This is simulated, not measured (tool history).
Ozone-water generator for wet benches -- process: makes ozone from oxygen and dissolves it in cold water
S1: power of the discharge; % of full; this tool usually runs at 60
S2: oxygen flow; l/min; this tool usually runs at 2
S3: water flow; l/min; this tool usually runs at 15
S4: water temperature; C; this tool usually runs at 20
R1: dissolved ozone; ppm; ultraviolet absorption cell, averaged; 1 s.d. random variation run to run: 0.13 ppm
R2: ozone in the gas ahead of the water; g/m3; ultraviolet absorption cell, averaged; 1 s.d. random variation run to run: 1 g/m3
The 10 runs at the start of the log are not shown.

run	hour	S1	S2	S3	S4	R1	R2
11	992.9	60	2	15	20	13.5	178
12	1096.9	60	1.85	15	20	13.6	186.7
13	1232.9	60	1.85	15	20	13.2	184.9
14	1305.8	60	1.85	15	19	13.4	185.3
# hour 1428.8: contactor cleaned, once more
15	1450.7	57	2	15	20	12.8	169.7
16	1548	81	2	15	20	17.6	228.1
17	1632.6	57	2.27	9	18	20	159.8
18	1767.2	51	1.39	22	15	7.7	188.3
19	1880.7	57	1.39	23	13	7.9	205
20	1978.9	57	2.58	15	13	14.5	146.8
# hour 2071.5: water thermometer calibrated
21	2076.1	60	1.85	15	20	13.2	183.1
22	2239	45	1.56	18	23	8.3	157.1
23	2332.1	52	2.05	15	28	11	153.9
24	2407.8	88	2.29	10	26	23.8	223.1
25	2473.5	88	2.29	10	26	23.4	224.7
26	2588	88	2.29	10	26	23.2	224.5
27	2657.5	88	2.29	10	26	23.6	225.5
28	2781.8	88	2.29	10	26	23.4	221.7
29	2852.5	88	2.29	10	26	23.3	224.5
30	2961.6	82	3.37	15	20	17.7	168.7
31	3100.5	60	1.11	15	20	11.7	238
32	3249.3	60	1.11	15	20	11.7	238.5

Forecast each of these 4 alternatives for the next run:
A	3408.1	42	1.11	15	20	?	?
B	3408.1	60	1.64	20	20	?	?
C	3408.1	73	1.11	20	20	?	?
D	3408.1	86	2	22	20	?	?

run	R1	R2
A	8.5	176.6
B	9.8	194.5
C	10.1	278.7
D	12.2	232.6
Stripped of hidden state, with their random variation kept, the same runs would have yielded:
run	R1	R2
A	8.8	182
B	10.3	203.7
C	10.7	294.3
D	13.1	247.4

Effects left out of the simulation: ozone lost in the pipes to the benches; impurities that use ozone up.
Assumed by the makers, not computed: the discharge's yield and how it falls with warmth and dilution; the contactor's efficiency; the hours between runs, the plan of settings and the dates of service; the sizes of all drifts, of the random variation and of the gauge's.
